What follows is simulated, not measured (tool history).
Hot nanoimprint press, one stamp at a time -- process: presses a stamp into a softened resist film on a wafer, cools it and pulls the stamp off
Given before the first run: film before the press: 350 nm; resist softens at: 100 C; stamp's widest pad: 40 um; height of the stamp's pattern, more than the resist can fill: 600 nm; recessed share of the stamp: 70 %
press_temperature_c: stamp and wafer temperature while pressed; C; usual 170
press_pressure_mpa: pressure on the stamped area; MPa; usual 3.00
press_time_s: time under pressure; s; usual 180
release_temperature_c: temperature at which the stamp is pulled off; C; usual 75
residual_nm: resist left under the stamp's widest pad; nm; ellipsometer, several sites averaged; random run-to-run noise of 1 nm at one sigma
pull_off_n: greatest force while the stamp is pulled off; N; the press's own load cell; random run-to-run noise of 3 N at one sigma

{"run": 1, "hour": 0.0, "press_temperature_c": 170, "press_pressure_mpa": 3.0, "press_time_s": 180, "release_temperature_c": 75, "residual_nm": 150.8, "pull_off_n": 161}
{"run": 2, "hour": 59.9, "press_temperature_c": 170, "press_pressure_mpa": 3.0, "press_time_s": 180, "release_temperature_c": 75, "residual_nm": 153.7, "pull_off_n": 165}
{"run": 3, "hour": 125.4, "press_temperature_c": 170, "press_pressure_mpa": 3.0, "press_time_s": 180, "release_temperature_c": 75, "residual_nm": 155.6, "pull_off_n": 177}
{"run": 4, "hour": 205.0, "press_temperature_c": 170, "press_pressure_mpa": 3.0, "press_time_s": 180, "release_temperature_c": 75, "residual_nm": 155.3, "pull_off_n": 178}
{"hour": 264.5, "done": "stamp cleaned and given a new release coat"}
{"run": 5, "hour": 270.0, "press_temperature_c": 170, "press_pressure_mpa": 3.0, "press_time_s": 180, "release_temperature_c": 75, "residual_nm": 156.5, "pull_off_n": 154}
{"hour": 316.7, "done": "plate thermocouple calibrated"}
{"run": 6, "hour": 340.4, "press_temperature_c": 170, "press_pressure_mpa": 3.0, "press_time_s": 180, "release_temperature_c": 75, "residual_nm": 158.6, "pull_off_n": 167}
{"run": 7, "hour": 410.6, "press_temperature_c": 170, "press_pressure_mpa": 3.0, "press_time_s": 180, "release_temperature_c": 75, "residual_nm": 161.4, "pull_off_n": 172}
{"run": 8, "hour": 476.5, "press_temperature_c": 170, "press_pressure_mpa": 3.0, "press_time_s": 180, "release_temperature_c": 75, "residual_nm": 162.6, "pull_off_n": 179}
{"run": 9, "hour": 553.9, "press_temperature_c": 170, "press_pressure_mpa": 3.0, "press_time_s": 180, "release_temperature_c": 75, "residual_nm": 165.5, "pull_off_n": 181}
{"hour": 600.6, "done": "stamp cleaned and given a new release coat"}
{"run": 10, "hour": 602.4, "press_temperature_c": 170, "press_pressure_mpa": 3.0, "press_time_s": 180, "release_temperature_c": 75, "residual_nm": 164.7, "pull_off_n": 156}
{"run": 11, "hour": 650.3, "press_temperature_c": 170, "press_pressure_mpa": 3.0, "press_time_s": 180, "release_temperature_c": 75, "residual_nm": 165.6, "pull_off_n": 159}
{"run": 12, "hour": 685.2, "press_temperature_c": 170, "press_pressure_mpa": 3.0, "press_time_s": 180, "release_temperature_c": 75, "residual_nm": 165.1, "pull_off_n": 166}
{"run": 13, "hour": 742.9, "press_temperature_c": 170, "press_pressure_mpa": 3.0, "press_time_s": 180, "release_temperature_c": 75, "residual_nm": 166.7, "pull_off_n": 168}
{"run": 14, "hour": 806.4, "press_temperature_c": 176, "press_pressure_mpa": 4.27, "press_time_s": 180, "release_temperature_c": 69, "residual_nm": 105.1, "pull_off_n": 189}
{"hour": 816.6, "done": "plate thermocouple calibrated, once more"}
{"hour": 850.9, "done": "press's hydraulic seals changed and the load cell set to zero"}
{"run": 15, "hour": 869.6, "press_temperature_c": 170, "press_pressure_mpa": 3.0, "press_time_s": 180, "release_temperature_c": 79, "residual_nm": 149.3, "pull_off_n": 167}
{"hour": 940.2, "done": "stamp cleaned and given a new release coat"}
{"run": 16, "hour": 940.2, "press_temperature_c": 170, "press_pressure_mpa": 3.0, "press_time_s": 180, "release_temperature_c": 79, "residual_nm": 148.7, "pull_off_n": 147}
{"run": 17, "hour": 1007.3, "press_temperature_c": 170, "press_pressure_mpa": 3.0, "press_time_s": 180, "release_temperature_c": 79, "residual_nm": 150.8, "pull_off_n": 151}
{"run": 18, "hour": 1058.5, "press_temperature_c": 170, "press_pressure_mpa": 3.0, "press_time_s": 180, "release_temperature_c": 79, "residual_nm": 152.3, "pull_off_n": 160}
{"run": 19, "hour": 1109.0, "press_temperature_c": 170, "press_pressure_mpa": 2.26, "press_time_s": 187, "release_temperature_c": 79, "residual_nm": 170.8, "pull_off_n": 166}
{"run": 20, "hour": 1151.3, "press_temperature_c": 170, "press_pressure_mpa": 3.0, "press_time_s": 191, "release_temperature_c": 75, "residual_nm": 147.5, "pull_off_n": 179}
{"run": 21, "hour": 1201.3, "press_temperature_c": 170, "press_pressure_mpa": 3.0, "press_time_s": 191, "release_temperature_c": 75, "residual_nm": 149.6, "pull_off_n": 177}
{"run": 22, "hour": 1244.6, "press_temperature_c": 178, "press_pressure_mpa": 3.91, "press_time_s": 267, "release_temperature_c": 64, "residual_nm": 75.5, "pull_off_n": 196}
{"hour": 1275.4, "done": "stamp cleaned and given a new release coat"}
{"run": 23, "hour": 1323.2, "press_temperature_c": 178, "press_pressure_mpa": 3.91, "press_time_s": 267, "release_temperature_c": 64, "residual_nm": 77.3, "pull_off_n": 179}
{"run": 24, "hour": 1362.8, "press_temperature_c": 178, "press_pressure_mpa": 3.91, "press_time_s": 267, "release_temperature_c": 64, "residual_nm": 78.1, "pull_off_n": 182}
{"run": 25, "hour": 1443.4, "press_temperature_c": 162, "press_pressure_mpa": 3.53, "press_time_s": 181, "release_temperature_c": 67, "residual_nm": 224.0, "pull_off_n": 185}

5 ways to go on from here, each from the tool as it stands after run 25. What would each give?
{"hour": 1456.8, "done": "plate thermocouple calibrated"}
{"run": "A", "hour": 1489.5, "press_temperature_c": 169, "press_pressure_mpa": 3.0, "press_time_s": 161, "release_temperature_c": 75, "residual_nm": "?", "pull_off_n": "?"}
{"hour": 1456.8, "done": "plate thermocouple calibrated"}
{"run": "B", "hour": 1489.5, "press_temperature_c": 179, "press_pressure_mpa": 3.53, "press_time_s": 181, "release_temperature_c": 67, "residual_nm": "?", "pull_off_n": "?"}
{"hour": 1456.8, "done": "plate thermocouple calibrated"}
{"run": "C", "hour": 1489.5, "press_temperature_c": 167, "press_pressure_mpa": 3.53, "press_time_s": 294, "release_temperature_c": 67, "residual_nm": "?", "pull_off_n": "?"}
{"hour": 1456.8, "done": "plate thermocouple calibrated"}
{"run": "D", "hour": 1489.5, "press_temperature_c": 162, "press_pressure_mpa": 2.93, "press_time_s": 181, "release_temperature_c": 67, "residual_nm": "?", "pull_off_n": "?"}
{"hour": 1456.8, "done": "plate thermocouple calibrated"}
{"run": "E", "hour": 1489.5, "press_temperature_c": 181, "press_pressure_mpa": 3.53, "press_time_s": 181, "release_temperature_c": 62, "residual_nm": "?", "pull_off_n": "?"}

run=A residual_nm=161.4 pull_off_n=171
run=B residual_nm=85.3 pull_off_n=183
run=C residual_nm=133.0 pull_off_n=182
run=D residual_nm=219.5 pull_off_n=187
run=E residual_nm=75.8 pull_off_n=192
What these runs would have given with no unlogged condition in the tool:
run=A residual_nm=159.9 pull_off_n=152
run=B residual_nm=83.9 pull_off_n=163
run=C residual_nm=131.3 pull_off_n=162
run=D residual_nm=218.1 pull_off_n=166
run=E residual_nm=74.5 pull_off_n=171

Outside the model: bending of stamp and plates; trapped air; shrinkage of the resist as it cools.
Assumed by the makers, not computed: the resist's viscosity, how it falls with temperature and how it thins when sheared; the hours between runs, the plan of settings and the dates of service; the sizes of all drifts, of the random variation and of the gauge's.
